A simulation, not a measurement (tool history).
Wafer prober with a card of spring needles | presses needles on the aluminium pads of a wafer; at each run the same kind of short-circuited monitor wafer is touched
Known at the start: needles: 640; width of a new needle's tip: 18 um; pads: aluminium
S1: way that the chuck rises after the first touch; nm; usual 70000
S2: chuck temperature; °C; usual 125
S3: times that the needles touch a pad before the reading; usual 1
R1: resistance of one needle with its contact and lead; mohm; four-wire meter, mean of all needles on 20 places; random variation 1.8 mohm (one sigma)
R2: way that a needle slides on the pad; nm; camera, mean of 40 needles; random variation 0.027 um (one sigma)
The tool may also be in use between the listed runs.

run    hour     S1   S2  S3    R1     R2
  1     0.0  70000  125   1   631   9720
       32.4  -- tips cleaned on abrasive film
  2    48.2  70000   44   1   592   9670
       84.3  -- tips cleaned on abrasive film
  3   113.1  51000  125   1  1099   7010
      140.1  -- tips cleaned on abrasive film
  4   179.7  51000  125   1  1204   6940
      195.6  -- tips cleaned on abrasive film
  5   241.0  51000  125   1  1256   6950
      250.9  -- tips cleaned on abrasive film
      305.8  -- tips cleaned on abrasive film
  6   310.8  70000  125   1   403   9610
  7   345.9  70000  125   1   751   9640
      358.5  -- tips cleaned on abrasive film
  8   400.9  70000  125   1   767   9570
      412.1  -- tips cleaned on abrasive film
      464.2  -- tips cleaned on abrasive film
  9   471.5  70000  125   1   449   9480
 10   514.2  52000  125   1  1290   7010
      521.9  -- tips cleaned on abrasive film
 11   568.6  52000  125   1  1293   6970
      575.8  -- tips cleaned on abrasive film
      632.5  -- tips cleaned on abrasive film
 12   654.3  70000   68   1   728   9520
      688.3  -- tips cleaned on abrasive film
 13   708.1  70000   45   1   684   9510
      743.8  -- tips cleaned on abrasive film
 14   752.5  61000  117   1   552   8160
      796.5  -- tips cleaned on abrasive film
 15   829.4  56000  125   3   528   7490
      849.7  -- tips cleaned on abrasive film
      879.1  -- height of the first contact set anew
      903.3  -- tips cleaned on abrasive film
 16   904.0  70000   54   1   266   9920
 17   947.6  65000  105   2   600   9200
      958.1  -- tips cleaned on abrasive film
 18  1009.1  65000  105   2   609   9120
     1015.5  -- tips cleaned on abrasive film
     1069.6  -- tips cleaned on abrasive film
 19  1092.0  87000   80   1   507  12220
     1125.5  -- tips cleaned on abrasive film
 20  1163.9  51000  125   1  1235   7110
     1181.4  -- tips cleaned on abrasive film
 21  1207.7  70000   97   1   703   9790
     1236.7  -- tips cleaned on abrasive film
 22  1275.8  70000   73   1   796   9760
     1291.5  -- tips cleaned on abrasive film
 23  1337.4  70000   64   2   579   9800
     1343.3  -- tips cleaned on abrasive film
     1400.3  -- tips cleaned on abrasive film
 24  1407.1  88000   71   1   364  12200

Forecast each of these 3 alternatives for the next run:
  A  1445.5  74000   63   1   ?   ?
  B  1445.5  70000  125   2   ?   ?
  C  1445.5  52000   39   3   ?   ?

run   R1     R2
  A  782  10280
  B  558   9760
  C  635   7190
Without the tool's hidden state the same runs would have given:
run   R1     R2
  A  176  10430
  B  190   9910
  C  181   7350
